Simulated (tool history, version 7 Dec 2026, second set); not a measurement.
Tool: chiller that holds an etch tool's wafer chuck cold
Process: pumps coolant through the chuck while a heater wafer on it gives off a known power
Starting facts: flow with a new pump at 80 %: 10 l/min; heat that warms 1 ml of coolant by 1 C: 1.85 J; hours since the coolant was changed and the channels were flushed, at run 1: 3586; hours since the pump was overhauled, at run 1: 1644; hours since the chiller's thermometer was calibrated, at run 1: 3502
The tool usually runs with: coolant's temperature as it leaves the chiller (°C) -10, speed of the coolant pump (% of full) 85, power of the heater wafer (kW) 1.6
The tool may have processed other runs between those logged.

run   hour  coolant's temperature as it leaves the chiller (°C)  speed of the coolant pump (% of full)  power of the heater wafer (kW)  hours since the coolant was changed and the channels were flushed  hours since the pump was overhauled  hours since the chiller's thermometer was calibrated  chuck's temperature once it has settled (°C)  how much warmer the coolant comes back (C)
  1      0                                                  -10                                     85                             1.6                                                               3586                                 1644                                                  3502                                           6.2                                        5.11
  2   45.2                                                  -10                                     85                             1.6                                                               3631                                 1689                                                  3547                                             6                                         5.1
  3   90.2                                                  -10                                     70                             1.6                                                               3676                                 1734                                                  3592                                           8.9                                        6.28
  4  144.5                                                  -10                                     70                             1.6                                                               3731                                 1788                                                  3646                                           8.7                                         6.3
  5  204.2                                                  -10                                     70                             1.6                                                               3790                                 1848                                                  3706                                           9.2                                         6.3
  6  256.6                                                  -10                                     70                             1.6                                                               3843                                 1900                                                  3758                                             9                                        6.37
  7  307.1                                                  -10                                     85                           1.327                                                               3893                                 1951                                                  3809                                           3.3                                        4.25
  8  345.2                                                  -10                                     85                           1.327                                                               3931                                 1989                                                  3847                                           3.5                                         4.2
  9  380.8                                                  -20                                     82                           2.053                                                               3967                                 2025                                                  3882                                           1.4                                        6.86
 10  443.7                                                  -20                                     82                           2.053                                                               4030                                 2087                                                  3945                                           1.7                                        6.91
 11  502.8                                                  -20                                     67                           1.091                                                               4089                                 2147                                                  4004                                          -6.6                                        4.61
 12  528.3                                                  -20                                     67                           1.091                                                               4114                                 2172                                                  4030                                          -6.4                                        4.61

Consider 4 possible next runs. They are alternatives, not a sequence: every one starts from the tool as it was left by run 12. What does each give?
  A  585.9                                                  -16                                     85                           0.957                                                               4172                                 2230                                                  4087                                             ?                                           ?
  B  585.9                                                   -4                                     73                           1.705                                                               4172                                 2230                                                  4087                                             ?                                           ?
  C  585.9                                                   -4                                     99                             1.6                                                               4172                                 2230                                                  4087                                             ?                                           ?
  D  585.9                                                  -20                                     81                           1.091                                                               4172                                 2230                                                  4087                                             ?                                           ?

run  chuck's temperature once it has settled (°C)  how much warmer the coolant comes back (C)
  A                                          -6.6                                        3.13
  B                                          15.8                                        6.55
  C                                          10.4                                        4.41
  D                                          -8.8                                        3.72
Without the tool's hidden state the same runs would have given:
run  chuck's temperature once it has settled (°C)  how much warmer the coolant comes back (C)
  A                                          -7.4                                        2.93
  B                                          13.5                                        6.14
  C                                           8.9                                        4.13
  D                                          -9.9                                        3.49
